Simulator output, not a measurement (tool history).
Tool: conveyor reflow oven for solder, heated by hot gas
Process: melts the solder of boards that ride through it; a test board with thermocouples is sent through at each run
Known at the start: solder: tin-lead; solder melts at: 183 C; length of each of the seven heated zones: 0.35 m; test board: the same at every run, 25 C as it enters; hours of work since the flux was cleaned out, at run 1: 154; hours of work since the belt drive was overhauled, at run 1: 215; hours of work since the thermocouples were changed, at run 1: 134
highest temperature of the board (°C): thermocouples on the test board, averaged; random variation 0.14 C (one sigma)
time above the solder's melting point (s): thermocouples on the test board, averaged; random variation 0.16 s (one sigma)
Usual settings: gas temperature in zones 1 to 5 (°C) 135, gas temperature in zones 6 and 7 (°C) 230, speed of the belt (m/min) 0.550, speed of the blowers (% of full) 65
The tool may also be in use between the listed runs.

| run | hour | gas temperature in zones 1 to 5 (°C) | gas temperature in zones 6 and 7 (°C) | speed of the belt (m/min) | speed of the blowers (% of full) | hours of work since the flux was cleaned out | hours of work since the belt drive was overhauled | hours of work since the thermocouples were changed | highest temperature of the board (°C) | time above the solder's melting point (s) |
|---|---|---|---|---|---|---|---|---|---|---|
| 1 | 0.0 | 135 | 230 | 0.550 | 65 | 154 | 215 | 134 | 209.4 | 48.2 |
| 2 | 7.0 | 135 | 230 | 0.550 | 65 | 158 | 218 | 138 | 209.5 | 48.5 |
| 3 | 17.5 | 138 | 230 | 0.550 | 65 | 164 | 224 | 143 | 210.0 | 49.9 |
| 4 | 28.0 | 135 | 227 | 0.550 | 65 | 170 | 230 | 149 | 206.8 | 45.8 |
| 5 | 37.9 | 135 | 227 | 0.550 | 65 | 175 | 236 | 155 | 206.6 | 45.6 |
| 6 | 47.8 | 135 | 227 | 0.550 | 65 | 181 | 241 | 160 | 206.8 | 45.7 |
| 7 | 59.0 | 135 | 227 | 0.550 | 65 | 187 | 248 | 167 | 206.6 | 45.5 |
| 8 | 70.3 | 135 | 237 | 0.550 | 65 | 193 | 254 | 173 | 214.6 | 53.3 |
| 9 | 78.3 | 135 | 237 | 0.550 | 65 | 198 | 258 | 178 | 214.7 | 53.2 |
| 10 | 89.1 | 135 | 230 | 0.550 | 65 | 204 | 264 | 184 | 208.9 | 47.8 |
| 11 | 100.8 | 135 | 230 | 0.550 | 65 | 210 | 271 | 190 | 208.7 | 47.8 |
| 12 | 106.5 | 135 | 230 | 0.550 | 65 | 214 | 274 | 193 | 208.7 | 47.7 |
| 13 | 115.1 | 135 | 230 | 0.550 | 65 | 218 | 279 | 198 | 209.1 | 47.8 |
| 14 | 127.0 | 135 | 230 | 0.550 | 65 | 225 | 286 | 205 | 208.5 | 47.6 |
| 15 | 140.2 | 135 | 230 | 0.550 | 65 | 232 | 293 | 212 | 208.4 | 47.6 |
| 16 | 149.4 | 144 | 241 | 0.550 | 65 | 238 | 298 | 217 | 219.2 | 60.7 |
| 17 | 157.4 | 122 | 236 | 0.503 | 75 | 242 | 303 | 222 | 216.0 | 55.9 |
| 18 | 169.1 | 122 | 236 | 0.503 | 81 | 249 | 309 | 228 | 216.8 | 57.1 |
| 19 | 180.8 | 143 | 225 | 0.633 | 81 | 255 | 316 | 235 | 203.9 | 38.9 |
| 20 | 187.4 | 143 | 225 | 0.633 | 63 | 259 | 320 | 239 | 201.1 | 34.3 |
| 21 | 195.5 | 143 | 225 | 0.633 | 63 | 263 | 324 | 243 | 201.0 | 34.4 |
| 22 | 203.4 | 143 | 225 | 0.633 | 63 | 268 | 329 | 248 | 200.8 | 34.3 |
| 23 | 213.3 | 135 | 230 | 0.550 | 80 | 273 | 334 | 253 | 210.6 | 50.0 |
| 24 | 220.7 | 135 | 230 | 0.550 | 80 | 278 | 338 | 257 | 210.4 | 49.9 |
| 25 | 231.5 | 135 | 230 | 0.550 | 80 | 284 | 344 | 263 | 210.3 | 50.2 |
| 26 | 240.2 | 135 | 230 | 0.550 | 80 | 289 | 349 | 268 | 210.5 | 49.9 |
|  | 250.0 | flux residue cleaned out of gas plates and filters |
| 27 | 258.7 | 130 | 222 | 0.550 | 85 | 5 | 357 | 276 | 207.4 | 46.4 |
| 28 | 268.1 | 135 | 224 | 0.550 | 65 | 10 | 362 | 281 | 206.7 | 46.4 |
| 29 | 274.1 | 135 | 224 | 0.550 | 65 | 14 | 365 | 285 | 206.8 | 46.5 |
| 30 | 281.9 | 135 | 237 | 0.550 | 65 | 18 | 370 | 289 | 217.3 | 56.0 |

Forecast each of these 5 alternatives for the next run:
| A | 289.7 | 129 | 230 | 0.550 | 65 | 22 | 374 | 293 | ? | ? |
| B | 289.7 | 135 | 233 | 0.550 | 65 | 22 | 374 | 293 | ? | ? |
| C | 289.7 | 130 | 240 | 0.550 | 65 | 22 | 374 | 293 | ? | ? |
| D | 289.7 | 135 | 230 | 0.616 | 65 | 22 | 374 | 293 | ? | ? |
| E | 289.7 | 137 | 233 | 0.501 | 65 | 22 | 374 | 293 | ? | ? |

| run | highest temperature of the board (°C) | time above the solder's melting point (s) |
|---|---|---|
| A | 210.0 | 48.1 |
| B | 214.0 | 53.2 |
| C | 219.1 | 55.6 |
| D | 207.3 | 41.4 |
| E | 217.4 | 63.2 |
Without the tool's hidden state the same runs would have given:
| run | highest temperature of the board (°C) | time above the solder's melting point (s) |
|---|---|---|
| A | 209.6 | 47.2 |
| B | 213.5 | 52.3 |
| C | 218.6 | 54.7 |
| D | 206.9 | 40.6 |
| E | 216.9 | 62.3 |

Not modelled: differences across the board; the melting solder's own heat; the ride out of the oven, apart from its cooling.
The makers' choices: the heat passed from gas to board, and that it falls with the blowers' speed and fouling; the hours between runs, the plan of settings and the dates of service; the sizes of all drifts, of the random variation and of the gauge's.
